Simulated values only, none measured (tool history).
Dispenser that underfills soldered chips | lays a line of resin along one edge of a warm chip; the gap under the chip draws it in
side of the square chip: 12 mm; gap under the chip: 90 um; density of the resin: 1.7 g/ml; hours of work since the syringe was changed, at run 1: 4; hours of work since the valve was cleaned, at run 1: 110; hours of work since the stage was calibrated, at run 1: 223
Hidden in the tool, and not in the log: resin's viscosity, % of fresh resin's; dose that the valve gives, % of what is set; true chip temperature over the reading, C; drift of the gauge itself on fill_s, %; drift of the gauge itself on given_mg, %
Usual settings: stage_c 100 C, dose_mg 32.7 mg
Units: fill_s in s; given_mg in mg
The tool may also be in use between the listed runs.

run,hour,stage_c,dose_mg,hours of work since the syringe was changed,hours of work since the valve was cleaned,hours of work since the stage was calibrated,fill_s,given_mg
1,0,100,32.7,4,110,223,44.4,30.2
# hour 2.2: new syringe of resin
# hour 4.6: dispensing valve cleaned and set on the balance
# hour 10.7: new syringe of resin
2,12.9,100,32.7,2,6,232,34.6,32.73
# hour 18.4: new syringe of resin
3,20.9,106,32.7,2,12,237,29.8,32.31
# hour 25.8: new syringe of resin
4,31.5,106,32.7,4,19,245,35.6,32.55
# hour 33.5: new syringe of resin
5,38.7,106,32.7,4,24,250,34.2,32.52
# hour 41: new syringe of resin
# hour 48.9: new syringe of resin
6,50.8,106,32.7,1,33,259,28.9,32.1
# hour 56.9: new syringe of resin
7,63.7,100,40.6,5,42,268,44.1,39.71
# hour 64.6: new syringe of resin
# hour 72.9: new syringe of resin
8,75.6,100,40.6,2,51,276,34.7,39.04
# hour 80.8: new syringe of resin
9,81.5,100,40.6,1,55,281,31,39.22
# hour 88.2: new syringe of resin
10,90.8,100,40.6,2,62,287,34.4,38.94
# hour 96.5: new syringe of resin
11,101.3,112,39.4,4,69,295,27.2,37.93
# hour 104.1: new syringe of resin
12,109.8,100,32.5,4,75,301,43.5,30.99
# hour 111.9: new syringe of resin
# hour 120: new syringe of resin
13,122.7,100,32.5,2,84,310,35.9,30.74
# hour 127.7: new syringe of resin
14,134.2,100,32.2,5,93,318,44,30.41
# hour 135.4: new syringe of resin
15,142.2,100,32.2,5,98,324,44.8,30.26
# hour 143.6: new syringe of resin
16,148.1,100,30.1,3,103,328,41.5,28.23
# hour 151: new syringe of resin
17,155.1,100,30.1,3,108,333,39.8,28.26

3 ways to go on from here, each from the tool as it stands after run 17. What would each give?
# hour 159: new syringe of resin
# hour 162.6: dispensing valve cleaned and set on the balance
A,166.8,115,32.7,5,3,341,?,?
# hour 159: new syringe of resin
# hour 162.6: dispensing valve cleaned and set on the balance
B,166.8,115,36.3,5,3,341,?,?
# hour 159: new syringe of resin
# hour 162.6: dispensing valve cleaned and set on the balance
C,166.8,86,31.9,5,3,341,?,?

run,fill_s,given_mg
A,27.5,32.93
B,26.4,36.48
C,71.3,31.85
Without the tool's hidden state the same runs would have given:
run,fill_s,given_mg
A,20,32.85
B,19.1,36.39
C,52.2,31.78
